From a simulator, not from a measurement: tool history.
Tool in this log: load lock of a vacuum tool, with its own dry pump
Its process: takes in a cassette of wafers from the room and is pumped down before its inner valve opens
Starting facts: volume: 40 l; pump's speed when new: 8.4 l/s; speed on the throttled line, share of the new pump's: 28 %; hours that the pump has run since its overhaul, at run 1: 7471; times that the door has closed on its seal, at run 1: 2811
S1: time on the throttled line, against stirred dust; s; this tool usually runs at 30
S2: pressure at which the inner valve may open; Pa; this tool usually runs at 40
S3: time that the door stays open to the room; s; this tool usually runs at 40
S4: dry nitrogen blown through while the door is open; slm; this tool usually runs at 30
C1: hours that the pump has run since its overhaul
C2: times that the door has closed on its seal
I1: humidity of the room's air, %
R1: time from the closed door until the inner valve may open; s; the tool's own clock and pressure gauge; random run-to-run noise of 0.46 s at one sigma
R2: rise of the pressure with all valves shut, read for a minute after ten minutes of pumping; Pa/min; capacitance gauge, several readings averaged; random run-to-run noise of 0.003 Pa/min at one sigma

run	hour	S1	S2	S3	S4	C1	C2	I1	R1	R2
1	0.0	30	40	40	30	7471	2811	47.9	61.2	0.028
2	226.8	30	40	40	30	7697	3550	48.7	61.3	0.032
3	529.7	30	40	40	30	8000	4537	43.0	61.3	0.035
4	715.8	30	40	40	30	8186	5143	46.0	60.9	0.037
5	870.4	30	40	40	30	8341	5647	44.9	61.2	0.034
6	1019.7	30	40	40	30	8490	6134	44.5	61.0	0.046
7	1311.6	30	40	40	30	8782	7085	42.5	61.7	0.049
8	1635.9	30	40	201	30	9106	8142	45.0	60.9	0.065
9	1832.2	30	40	49	30	9303	8782	46.0	60.8	0.060
10	2053.2	30	40	40	30	9524	9502	46.3	61.9	0.064
11	2375.1	30	40	40	30	9846	10552	44.3	61.1	0.072
12	2550.4	29	40	40	30	10021	11123	43.0	60.3	0.071
13	2827.6	29	40	40	30	10298	12026	44.3	59.8	0.080
14	3136.5	29	40	40	30	10607	13033	44.4	61.2	0.088
15	3396.2	30	60	40	30	10867	13880	48.7	59.8	0.101
16	3637.9	30	60	238	30	11108	14667	42.4	60.0	0.113
17	3800.4	30	40	40	30	11271	15197	45.2	62.5	0.108
18	3983.8	30	59	40	30	11454	15795	40.3	59.9	0.111
19	4268.2	30	40	184	40	11739	16722	45.5	62.7	0.123
20	4500.3	30	64	40	30	11971	17478	44.8	59.3	0.129
21	4700.2	17	40	143	30	12171	18130	45.5	53.7	0.142

Run 22, settings as shown, results not yet in. Your forecast:
22	4860.4	17	40	143	30	12331	18652	42.3	?	?

Run 22 yielded R1 53.7 s, R2 0.146 Pa/min.
If the tool had no hidden condition, the same run with the same run-to-run variation would have returned R1 49.6 s, R2 0.023 Pa/min.
